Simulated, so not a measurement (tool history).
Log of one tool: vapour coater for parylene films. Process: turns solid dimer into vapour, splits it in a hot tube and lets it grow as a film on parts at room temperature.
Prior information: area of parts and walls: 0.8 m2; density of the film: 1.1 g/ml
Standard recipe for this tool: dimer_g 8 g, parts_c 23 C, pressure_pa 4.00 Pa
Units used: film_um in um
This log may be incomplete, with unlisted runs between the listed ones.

run	hour	dimer_g	parts_c	pressure_pa	film_um
1	0.0	8	23	4.00	4.69
2	37.2	8	23	4.00	4.71
3	82.6	8	23	4.00	4.74
4	124.6	8	23	4.00	4.67
5	162.8	8	23	4.00	4.68
6	193.0	8	23	4.00	4.75
7	219.8	8	23	4.00	4.62
8	254.8	8	23	4.00	4.73
9	304.9	8	23	4.00	4.71
10	354.7	8	23	4.00	4.70
# hour 368.9: trap's valve overhauled
11	381.9	8	23	4.00	4.76
12	404.8	8	23	4.00	4.77
13	447.0	8	23	4.00	4.66
14	476.4	6	27	3.02	3.51
15	508.1	8	23	5.86	4.28
16	540.1	8	23	3.83	4.82
17	564.9	9	20	3.83	5.70
18	607.0	9	20	3.83	5.63

Run 19, settings as shown, results not yet in. Your forecast:
19	641.3	9	20	3.83	?

film_um: 5.67 um
Without the tool's hidden state the same run would have given film_um 5.67 um.
